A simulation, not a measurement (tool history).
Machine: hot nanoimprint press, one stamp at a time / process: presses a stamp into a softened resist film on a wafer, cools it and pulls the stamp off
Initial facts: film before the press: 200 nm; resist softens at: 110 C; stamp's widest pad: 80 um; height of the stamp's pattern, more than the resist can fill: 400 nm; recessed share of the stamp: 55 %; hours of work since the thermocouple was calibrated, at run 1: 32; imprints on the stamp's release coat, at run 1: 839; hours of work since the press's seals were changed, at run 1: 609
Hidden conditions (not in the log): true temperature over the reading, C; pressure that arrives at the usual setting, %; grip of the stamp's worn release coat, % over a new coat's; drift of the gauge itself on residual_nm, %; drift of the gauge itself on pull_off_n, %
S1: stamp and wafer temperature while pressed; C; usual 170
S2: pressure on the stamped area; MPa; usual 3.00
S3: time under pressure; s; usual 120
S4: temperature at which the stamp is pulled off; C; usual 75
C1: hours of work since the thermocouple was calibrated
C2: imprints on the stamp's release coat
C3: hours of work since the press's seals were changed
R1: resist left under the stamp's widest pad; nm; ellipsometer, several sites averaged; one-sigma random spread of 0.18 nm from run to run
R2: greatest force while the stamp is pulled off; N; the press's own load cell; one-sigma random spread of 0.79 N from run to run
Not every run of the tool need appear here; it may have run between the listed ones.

{"run": 1, "hour": 0.0, "S1": 170, "S2": 3.0, "S3": 120, "S4": 75, "C1": 32, "C2": 839, "C3": 609, "R1": 108.7, "R2": 102.9}
{"run": 2, "hour": 31.3, "S1": 170, "S2": 3.0, "S3": 120, "S4": 75, "C1": 49, "C2": 961, "C3": 626, "R1": 108.2, "R2": 102.7}
{"hour": 51.5, "done": "stamp cleaned and given a new release coat"}
{"run": 3, "hour": 59.2, "S1": 170, "S2": 3.0, "S3": 120, "S4": 68, "C1": 60, "C2": 30, "C3": 638, "R1": 108.3, "R2": 102.8}
{"run": 4, "hour": 84.0, "S1": 170, "S2": 3.0, "S3": 120, "S4": 68, "C1": 74, "C2": 127, "C3": 651, "R1": 108.4, "R2": 102.5}
{"hour": 104.3, "done": "press's hydraulic seals changed and the load cell set to zero"}
{"run": 5, "hour": 130.4, "S1": 170, "S2": 3.0, "S3": 120, "S4": 68, "C1": 94, "C2": 277, "C3": 14, "R1": 106.3, "R2": 105.6}
{"run": 6, "hour": 154.8, "S1": 170, "S2": 3.0, "S3": 120, "S4": 68, "C1": 107, "C2": 372, "C3": 27, "R1": 106.4, "R2": 107.1}
{"run": 7, "hour": 173.1, "S1": 170, "S2": 3.0, "S3": 120, "S4": 72, "C1": 117, "C2": 444, "C3": 37, "R1": 106.3, "R2": 101.1}
{"run": 8, "hour": 189.5, "S1": 170, "S2": 4.21, "S3": 120, "S4": 72, "C1": 126, "C2": 507, "C3": 46, "R1": 91.6, "R2": 101.4}
{"run": 9, "hour": 207.8, "S1": 170, "S2": 3.0, "S3": 120, "S4": 67, "C1": 136, "C2": 579, "C3": 55, "R1": 105.9, "R2": 113.7}
{"run": 10, "hour": 238.8, "S1": 170, "S2": 3.0, "S3": 120, "S4": 67, "C1": 152, "C2": 700, "C3": 72, "R1": 106.0, "R2": 114.8}
{"run": 11, "hour": 266.5, "S1": 170, "S2": 3.0, "S3": 62, "S4": 75, "C1": 167, "C2": 808, "C3": 87, "R1": 130.3, "R2": 101.5}
{"run": 12, "hour": 284.2, "S1": 170, "S2": 3.0, "S3": 62, "S4": 75, "C1": 177, "C2": 877, "C3": 96, "R1": 130.0, "R2": 101.3}
{"hour": 324.5, "done": "stamp cleaned and given a new release coat"}
{"run": 13, "hour": 327.4, "S1": 170, "S2": 3.0, "S3": 62, "S4": 75, "C1": 196, "C2": 11, "C3": 116, "R1": 129.6, "R2": 90.4}
{"run": 14, "hour": 364.7, "S1": 170, "S2": 3.0, "S3": 62, "S4": 75, "C1": 216, "C2": 156, "C3": 136, "R1": 129.6, "R2": 92.4}
{"run": 15, "hour": 386.1, "S1": 170, "S2": 3.0, "S3": 62, "S4": 75, "C1": 228, "C2": 240, "C3": 148, "R1": 129.2, "R2": 93.0}
{"run": 16, "hour": 409.1, "S1": 170, "S2": 2.52, "S3": 237, "S4": 78, "C1": 240, "C2": 329, "C3": 160, "R1": 89.1, "R2": 87.9}
{"run": 17, "hour": 434.2, "S1": 170, "S2": 2.52, "S3": 237, "S4": 78, "C1": 254, "C2": 428, "C3": 173, "R1": 88.8, "R2": 89.9}
{"run": 18, "hour": 456.4, "S1": 173, "S2": 2.52, "S3": 174, "S4": 78, "C1": 265, "C2": 514, "C3": 185, "R1": 90.8, "R2": 89.8}
{"run": 19, "hour": 492.0, "S1": 173, "S2": 2.52, "S3": 91, "S4": 78, "C1": 284, "C2": 653, "C3": 204, "R1": 113.8, "R2": 94.4}

The next listed run, before its measurement:
{"run": 20, "hour": 517.8, "S1": 166, "S2": 2.52, "S3": 91, "S4": 76, "C1": 298, "C2": 754, "C3": 218, "R1": "?", "R2": "?"}

R1: 136.0 nm
R2: 98.5 N
Minus the tool's unlogged condition, the same run would have read R1 138.4 nm, R2 89.4 N.
